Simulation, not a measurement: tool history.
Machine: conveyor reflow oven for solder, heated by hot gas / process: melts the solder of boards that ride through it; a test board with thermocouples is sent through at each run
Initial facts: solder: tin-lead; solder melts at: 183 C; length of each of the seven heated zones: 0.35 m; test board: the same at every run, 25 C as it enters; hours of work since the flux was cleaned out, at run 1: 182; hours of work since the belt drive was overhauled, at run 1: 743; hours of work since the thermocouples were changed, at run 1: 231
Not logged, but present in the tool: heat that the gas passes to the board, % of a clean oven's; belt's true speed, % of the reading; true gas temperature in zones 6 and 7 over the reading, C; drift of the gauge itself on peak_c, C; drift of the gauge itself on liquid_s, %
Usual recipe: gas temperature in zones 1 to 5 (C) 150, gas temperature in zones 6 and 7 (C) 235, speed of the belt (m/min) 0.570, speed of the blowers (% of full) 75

run	hour	gas temperature in zones 1 to 5 (C)	gas temperature in zones 6 and 7 (C)	speed of the belt (m/min)	speed of the blowers (% of full)	hours of work since the flux was cleaned out	hours of work since the belt drive was overhauled	hours of work since the thermocouples were changed	highest temperature of the board (C)	time above the solder's melting point (s)
1	0.0	150	235	0.570	75	182	743	231	223.5	64.7
2	4.9	150	235	0.664	75	186	746	235	219.0	52.5
3	12.4	150	235	0.570	75	191	751	240	223.0	65.0
4	19.5	150	235	0.570	75	196	756	244	222.8	65.1
5	26.8	150	235	0.570	75	200	761	249	222.8	64.9
6	34.3	150	235	0.570	75	205	766	254	222.9	64.5
7	42.8	150	235	0.570	75	211	771	260	223.3	64.6
8	51.5	150	235	0.570	75	217	777	266	223.1	64.7
9	57.8	150	235	0.570	75	221	782	270	222.9	65.3
10	64.7	150	235	0.570	75	226	786	275	223.7	64.0
11	73.9	150	235	0.570	75	232	792	281	222.9	64.5
12	81.4	150	235	0.570	75	237	797	286	223.1	64.7
13	85.7	150	235	0.570	75	240	800	289	222.7	65.1
14	91.7	150	235	0.570	75	244	804	293	223.4	64.6
15	99.3	150	235	0.570	75	249	810	298	223.9	64.6
16	107.3	150	235	0.570	75	255	815	304	223.1	64.9
17	115.6	140	235	0.570	55	260	821	309	215.2	54.4
18	119.9	152	242	0.641	51	263	823	312	218.0	53.4
19	127.1	142	242	0.641	81	268	828	317	226.2	56.1
20	135.7	142	242	0.641	81	274	834	323	225.7	56.4
21	145.2	142	242	0.570	85	280	841	329	230.5	65.9
22	152.9	142	242	0.570	85	286	846	334	230.2	65.7
23	157.0	150	224	0.570	71	288	849	337	213.0	57.8
24	161.3	150	224	0.570	71	291	851	340	212.8	58.1
25	169.6	150	224	0.570	71	297	857	346	212.1	57.9
26	175.3	150	224	0.581	52	301	861	350	206.5	49.5
# hour 186.0: flux residue cleaned out of gas plates and filters
27	189.9	150	224	0.581	52	3	867	356	207.8	50.8
28	197.0	150	224	0.581	52	7	872	361	208.3	50.5
29	203.9	150	224	0.581	52	12	877	366	207.3	50.4
30	211.5	150	224	0.581	52	17	882	371	207.7	50.5

Consider 5 possible next runs. They are alternatives, not a sequence: every one starts from the tool as it was left by run 30. What does each give?
A	216.6	144	228	0.635	52	21	885	374	?	?
B	216.6	150	224	0.558	52	21	885	374	?	?
C	216.6	150	236	0.581	52	21	885	374	?	?
D	216.6	150	248	0.619	52	21	885	374	?	?
E	216.6	150	236	0.570	75	21	885	374	?	?

run	highest temperature of the board (C)	time above the solder's melting point (s)
A	206.4	41.6
B	209.1	54.0
C	217.3	59.2
D	224.6	59.9
E	224.7	66.3
Take away the tool's hidden state, keep each run's random variation, and the runs would have read:
run	highest temperature of the board (C)	time above the solder's melting point (s)
A	204.8	39.0
B	207.6	51.1
C	215.7	56.5
D	222.9	57.5
E	223.1	64.0
